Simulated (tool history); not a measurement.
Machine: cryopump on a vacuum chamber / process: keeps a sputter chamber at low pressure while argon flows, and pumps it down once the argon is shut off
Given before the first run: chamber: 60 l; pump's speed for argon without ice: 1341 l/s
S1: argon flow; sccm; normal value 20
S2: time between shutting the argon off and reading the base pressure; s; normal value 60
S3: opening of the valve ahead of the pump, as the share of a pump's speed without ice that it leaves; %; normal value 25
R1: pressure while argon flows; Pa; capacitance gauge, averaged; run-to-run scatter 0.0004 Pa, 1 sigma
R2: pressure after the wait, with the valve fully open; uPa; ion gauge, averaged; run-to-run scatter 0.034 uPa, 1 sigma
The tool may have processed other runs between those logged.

run   hour  S1   S2  S3      R1    R2
  1    0.0  20   60  25  0.1024  2.78
  2   19.9  20   60  25  0.1029  2.80
  3   30.3  25   60  25  0.1294  2.84
  4   42.2  25   60  25  0.1293  2.77
  5   54.7  25   60  25  0.1286  2.86
  6   63.7  20   60  48  0.0551  2.85
  7   81.0  20   60  48  0.0554  2.93
  8   96.7  20   60  48  0.0551  2.86
  9  111.6  20   25  48  0.0555  5.19
 10  126.0  20   60  25  0.1034  2.96
 11  145.8  20  111  25  0.1038  2.09
 12  157.2  20  111  25  0.1037  2.18
 13  165.6  20   60  25  0.1036  2.84
 14  174.7  20   60  25  0.1034  2.88
 15  186.2  11  111  34  0.0427  2.27
 16  194.6  17   60  25  0.0887  2.93
 17  208.6  10   39  25  0.0520  3.87
 18  227.2  20   23  25  0.1046  5.60
 19  243.2  14   24  25  0.0724  5.41
 20  255.0  14   24  25  0.0732  5.55
 21  269.3  14   24  25  0.0731  5.56
 22  282.6  28  152  39  0.0954  2.06
 23  298.7  39  150  25  0.2034  2.06
 24  313.6  32  128  48  0.0893  2.21
 25  330.9   9   33  48  0.0253  4.46

Forecast each of these 5 alternatives for the next run:
  A  344.9  38   33  39   ?   ?
  B  344.9  31  273  25   ?   ?
  C  344.9   9  198  17   ?   ?
  D  344.9   8  122  38   ?   ?
  E  344.9  23  139  24   ?   ?

run      R1    R2
  A  0.1302  4.51
  B  0.1619  1.81
  C  0.0687  1.93
  D  0.0281  2.24
  E  0.1255  2.19
The same runs, with their run-to-run variation unchanged, on a tool lacking any hidden condition would have given:
run      R1    R2
  A  0.1228  3.23
  B  0.1559  0.56
  C  0.0670  0.71
  D  0.0265  1.00
  E  0.1211  0.93

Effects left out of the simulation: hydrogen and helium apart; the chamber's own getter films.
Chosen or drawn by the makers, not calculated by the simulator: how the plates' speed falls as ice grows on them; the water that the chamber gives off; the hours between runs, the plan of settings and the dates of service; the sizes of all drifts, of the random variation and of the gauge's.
